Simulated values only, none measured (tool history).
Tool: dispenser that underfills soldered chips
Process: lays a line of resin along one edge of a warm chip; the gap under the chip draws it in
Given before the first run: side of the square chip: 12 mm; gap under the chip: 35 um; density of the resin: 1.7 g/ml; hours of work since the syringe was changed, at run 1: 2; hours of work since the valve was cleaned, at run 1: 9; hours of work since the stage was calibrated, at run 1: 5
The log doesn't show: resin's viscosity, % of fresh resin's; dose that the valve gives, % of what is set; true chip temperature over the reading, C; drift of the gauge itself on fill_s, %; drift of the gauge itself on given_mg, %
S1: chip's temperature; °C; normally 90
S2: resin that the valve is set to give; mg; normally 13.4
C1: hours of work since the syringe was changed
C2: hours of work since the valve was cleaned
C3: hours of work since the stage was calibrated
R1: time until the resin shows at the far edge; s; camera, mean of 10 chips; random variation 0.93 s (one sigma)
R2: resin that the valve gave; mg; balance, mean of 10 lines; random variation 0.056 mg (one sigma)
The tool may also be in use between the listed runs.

run,hour,S1,S2,C1,C2,C3,R1,R2
1,0,90,13.4,2,9,5,97.9,13.27
# hour 5.2: new syringe of resin
2,7.9,90,15.7,2,14,10,97.3,15.43
3,12.3,90,15.7,5,17,12,112.6,15.42
# hour 13.5: new syringe of resin
4,19.5,90,15.7,4,21,17,107.2,15.31
# hour 22.1: new syringe of resin
5,24.9,90,15.7,2,25,20,93.7,15.28
# hour 30.8: new syringe of resin
6,31.1,90,15.7,0,28,24,87,15.27
7,37,76,13.4,4,32,28,215.3,12.89
# hour 39.7: new syringe of resin
8,45.7,101,13.4,4,38,33,66.4,12.82
# hour 48: new syringe of resin
# hour 52.4: dispensing valve cleaned and set on the balance
9,52.8,101,13.4,2,0,36,60.9,13.44
# hour 58: new syringe of resin
10,62.9,101,13.4,3,6,43,63.5,13.3
# hour 66.7: new syringe of resin
11,72.6,101,13.4,4,12,49,66,13.08
# hour 75.1: new syringe of resin
12,77,101,13.4,1,15,51,56.2,13.13
# hour 83.5: new syringe of resin
13,83.5,101,13.4,0,19,55,53.7,13.12
14,88.1,101,13.4,3,22,58,61.5,13.07
# hour 92.1: new syringe of resin
15,97.2,101,16.8,3,27,64,62.5,16.29
# hour 100.4: new syringe of resin
16,105.1,101,16.8,3,32,69,60.4,16.23
# hour 109: new syringe of resin
17,112.6,101,16.8,2,37,73,57.2,16.07
# hour 117.9: new syringe of resin
# hour 120.2: dispensing valve cleaned and set on the balance
18,122.4,101,16.8,2,1,79,58.9,16.79
19,126.7,95,16.3,5,4,81,90.1,16.19
# hour 127.5: new syringe of resin
20,133.6,95,16.3,4,8,85,86.1,16.22
# hour 136.2: new syringe of resin
21,138.2,90,16.7,1,11,88,91.3,16.5
# hour 144.5: new syringe of resin
22,145.6,90,16.7,1,16,93,88.8,16.42
# hour 153.5: new syringe of resin
23,154.3,91,13.1,0,21,98,87,12.85
# hour 162: new syringe of resin
24,162.6,97,13.1,0,26,103,64.4,12.86
25,169,83,15.8,4,30,107,146.9,15.42
# hour 170.7: new syringe of resin
26,176.5,93,11.7,4,35,112,96.2,11.36
# hour 179.6: new syringe of resin
27,185.5,84,14.4,4,40,117,139.6,13.91
# hour 187.3: dispensing valve cleaned and set on the balance
# hour 188.9: new syringe of resin
28,193.4,84,14.4,3,4,121,130.2,14.39
# hour 197.3: new syringe of resin
29,200.9,84,14.4,2,8,126,126.7,14.24
# hour 205.6: new syringe of resin
30,208.8,97,14.4,2,13,131,69.9,14.24
# hour 214: new syringe of resin
31,215.9,97,14.4,1,17,135,63.8,14.21
# hour 222.6: new syringe of resin
32,225.9,102,13.6,2,24,141,55.1,13.4
# hour 231.3: new syringe of resin
33,236,102,13.6,3,30,147,58,13.17
# hour 239.7: new syringe of resin
34,241.8,93,13.4,1,33,151,78.8,12.96

What differs in the tool's unlogged condition from the final listed run ahead of each entry between runs to the first listed run following it?
Runs 1 to 2: new syringe of resin (hour 5.2)
  resin's viscosity, % of fresh resin's: 112.1 -> 111.4; dose that the valve gives, % of what is set: 99.05 -> 98.59; true chip temperature over the reading, C: 0.04 -> 0.07
  measured less the result without the state, R1: +10.6 -> +9.7 s; R2: -0.12 -> -0.22 mg
Runs 3 to 4: new syringe of resin (hour 13.5)
  resin's viscosity, % of fresh resin's: 130.6 -> 125.1; dose that the valve gives, % of what is set: 98.31 -> 97.91; true chip temperature over the reading, C: 0.09 -> 0.12
  measured less the result without the state, R1: +26.1 -> +21.1 s; R2: -0.26 -> -0.33 mg
Runs 4 to 5: new syringe of resin (hour 22.1)
  resin's viscosity, % of fresh resin's: 125.1 -> 110.1; dose that the valve gives, % of what is set: 97.91 -> 97.57; true chip temperature over the reading, C: 0.12 -> 0.14
  measured less the result without the state, R1: +21.1 -> +8.2 s; R2: -0.33 -> -0.38 mg
Runs 5 to 6: new syringe of resin (hour 30.8)
  resin's viscosity, % of fresh resin's: 110.1 -> 102.3; dose that the valve gives, % of what is set: 97.57 -> 97.21; true chip temperature over the reading, C: 0.14 -> 0.17
  measured less the result without the state, R1: +8.2 -> +1.5 s; R2: -0.38 -> -0.44 mg
Runs 7 to 8: new syringe of resin (hour 39.7)
  resin's viscosity, % of fresh resin's: 126.6 -> 124.5; dose that the valve gives, % of what is set: 96.85 -> 96.31; true chip temperature over the reading, C: 0.19 -> 0.23
  measured less the result without the state, R1: +44.3 -> +12.8 s; R2: -0.42 -> -0.49 mg
Runs 8 to 9: new syringe of resin (hour 48); dispensing valve cleaned and set on the balance (hour 52.4)
  resin's viscosity, % of fresh resin's: 124.5 -> 114.6; dose that the valve gives, % of what is set: 96.31 -> 99.62; true chip temperature over the reading, C: 0.23 -> 0.25
  measured less the result without the state, R1: +12.8 -> +7.2 s; R2: -0.49 -> -0.05 mg
Runs 9 to 10: new syringe of resin (hour 58)
  resin's viscosity, % of fresh resin's: 114.6 -> 120.9; dose that the valve gives, % of what is set: 99.62 -> 98.99; true chip temperature over the reading, C: 0.25 -> 0.29
  measured less the result without the state, R1: +7.2 -> +10.4 s; R2: -0.05 -> -0.13 mg
Runs 10 to 11: new syringe of resin (hour 66.7)
  resin's viscosity, % of fresh resin's: 120.9 -> 123.8; dose that the valve gives, % of what is set: 98.99 -> 98.43; true chip temperature over the reading, C: 0.29 -> 0.33
  measured less the result without the state, R1: +10.4 -> +12.1 s; R2: -0.13 -> -0.21 mg
Runs 11 to 12: new syringe of resin (hour 75.1)
  resin's viscosity, % of fresh resin's: 123.8 -> 105.7; dose that the valve gives, % of what is set: 98.43 -> 98.18; true chip temperature over the reading, C: 0.33 -> 0.34
  measured less the result without the state, R1: +12.1 -> +2.4 s; R2: -0.21 -> -0.24 mg
Runs 12 to 13: new syringe of resin (hour 83.5)
  resin's viscosity, % of fresh resin's: 105.7 -> 98.9; dose that the valve gives, % of what is set: 98.18 -> 97.78; true chip temperature over the reading, C: 0.34 -> 0.37
  measured less the result without the state, R1: +2.4 -> -1.3 s; R2: -0.24 -> -0.3 mg
Runs 14 to 15: new syringe of resin (hour 92.1)
  resin's viscosity, % of fresh resin's: 116.8 -> 120.4; dose that the valve gives, % of what is set: 97.51 -> 96.97; true chip temperature over the reading, C: 0.39 -> 0.43
  measured less the result without the state, R1: +8.1 -> +9.8 s; R2: -0.33 -> -0.51 mg
Runs 15 to 16: new syringe of resin (hour 100.4)
  resin's viscosity, % of fresh resin's: 120.4 -> 118.3; dose that the valve gives, % of what is set: 96.97 -> 96.5; true chip temperature over the reading, C: 0.43 -> 0.46
  measured less the result without the state, R1: +9.8 -> +8.5 s; R2: -0.51 -> -0.59 mg
Runs 16 to 17: new syringe of resin (hour 109)
  resin's viscosity, % of fresh resin's: 118.3 -> 110.8; dose that the valve gives, % of what is set: 96.5 -> 96.05; true chip temperature over the reading, C: 0.46 -> 0.49
  measured less the result without the state, R1: +8.5 -> +4.6 s; R2: -0.59 -> -0.66 mg
Runs 17 to 18: new syringe of resin (hour 117.9); dispensing valve cleaned and set on the balance (hour 120.2)
  resin's viscosity, % of fresh resin's: 110.8 -> 114; dose that the valve gives, % of what is set: 96.05 -> 99.93; true chip temperature over the reading, C: 0.49 -> 0.53
  measured less the result without the state, R1: +4.6 -> +6 s; R2: -0.66 -> -0.01 mg
Runs 19 to 20: new syringe of resin (hour 127.5)
  resin's viscosity, % of fresh resin's: 133.1 -> 124; dose that the valve gives, % of what is set: 99.64 -> 99.25; true chip temperature over the reading, C: 0.55 -> 0.57
  measured less the result without the state, R1: +20.7 -> +14.9 s; R2: -0.05 -> -0.13 mg
Runs 20 to 21: new syringe of resin (hour 136.2)
  resin's viscosity, % of fresh resin's: 124 -> 108.6; dose that the valve gives, % of what is set: 99.25 -> 98.99; true chip temperature over the reading, C: 0.57 -> 0.59
  measured less the result without the state, R1: +14.9 -> +5 s; R2: -0.13 -> -0.17 mg
Runs 21 to 22: new syringe of resin (hour 144.5)
  resin's viscosity, % of fresh resin's: 108.6 -> 103.8; dose that the valve gives, % of what is set: 98.99 -> 98.56; true chip temperature over the reading, C: 0.59 -> 0.62
  measured less the result without the state, R1: +5 -> +0.9 s; R2: -0.17 -> -0.24 mg
Runs 22 to 23: new syringe of resin (hour 153.5)
  resin's viscosity, % of fresh resin's: 103.8 -> 104.4; dose that the valve gives, % of what is set: 98.56 -> 98.06; true chip temperature over the reading, C: 0.62 -> 0.66
  measured less the result without the state, R1: +0.9 -> +1.4 s; R2: -0.24 -> -0.25 mg
Runs 23 to 24: new syringe of resin (hour 162)
  resin's viscosity, % of fresh resin's: 104.4 -> 102.8; dose that the valve gives, % of what is set: 98.06 -> 97.56; true chip temperature over the reading, C: 0.66 -> 0.69
  measured less the result without the state, R1: +1.4 -> +0 s; R2: -0.25 -> -0.32 mg
Runs 25 to 26: new syringe of resin (hour 170.7)
  resin's viscosity, % of fresh resin's: 129.1 -> 125; dose that the valve gives, % of what is set: 97.18 -> 96.76; true chip temperature over the reading, C: 0.72 -> 0.75
  measured less the result without the state, R1: +29.4 -> +17.2 s; R2: -0.44 -> -0.38 mg
Runs 26 to 27: new syringe of resin (hour 179.6)
  resin's viscosity, % of fresh resin's: 125 -> 125.2; dose that the valve gives, % of what is set: 96.76 -> 96.21; true chip temperature over the reading, C: 0.75 -> 0.79
  measured less the result without the state, R1: +17.2 -> +24.3 s; R2: -0.38 -> -0.55 mg
Runs 27 to 28: dispensing valve cleaned and set on the balance (hour 187.3); new syringe of resin (hour 188.9)
  resin's viscosity, % of fresh resin's: 125.2 -> 117.4; dose that the valve gives, % of what is set: 96.21 -> 99.91; true chip temperature over the reading, C: 0.79 -> 0.82
  measured less the result without the state, R1: +24.3 -> +14.9 s; R2: -0.55 -> -0.01 mg
Runs 28 to 29: new syringe of resin (hour 197.3)
  resin's viscosity, % of fresh resin's: 117.4 -> 112.9; dose that the valve gives, % of what is set: 99.91 -> 99.46; true chip temperature over the reading, C: 0.82 -> 0.84
  measured less the result without the state, R1: +14.9 -> +10 s; R2: -0.01 -> -0.07 mg
Runs 29 to 30: new syringe of resin (hour 205.6)
  resin's viscosity, % of fresh resin's: 112.9 -> 114.2; dose that the valve gives, % of what is set: 99.46 -> 98.97; true chip temperature over the reading, C: 0.84 -> 0.88
  measured less the result without the state, R1: +10 -> +6.4 s; R2: -0.07 -> -0.15 mg
Runs 30 to 31: new syringe of resin (hour 214)
  resin's viscosity, % of fresh resin's: 114.2 -> 105.2; dose that the valve gives, % of what is set: 98.97 -> 98.55; true chip temperature over the reading, C: 0.88 -> 0.91
  measured less the result without the state, R1: +6.4 -> +0.7 s; R2: -0.15 -> -0.21 mg
Runs 31 to 32: new syringe of resin (hour 222.6)
  resin's viscosity, % of fresh resin's: 105.2 -> 111.6; dose that the valve gives, % of what is set: 98.55 -> 97.99; true chip temperature over the reading, C: 0.91 -> 0.95
  measured less the result without the state, R1: +0.7 -> +3.8 s; R2: -0.21 -> -0.28 mg
Runs 32 to 33: new syringe of resin (hour 231.3)
  resin's viscosity, % of fresh resin's: 111.6 -> 118.6; dose that the valve gives, % of what is set: 97.99 -> 97.33; true chip temperature over the reading, C: 0.95 -> 0.99
  measured less the result without the state, R1: +3.8 -> +7.3 s; R2: -0.28 -> -0.37 mg
Runs 33 to 34: new syringe of resin (hour 239.7)
  resin's viscosity, % of fresh resin's: 118.6 -> 108.5; dose that the valve gives, % of what is set: 97.33 -> 97.02; true chip temperature over the reading, C: 0.99 -> 1.01
  measured less the result without the state, R1: +7.3 -> +3.2 s; R2: -0.37 -> -0.4 mg
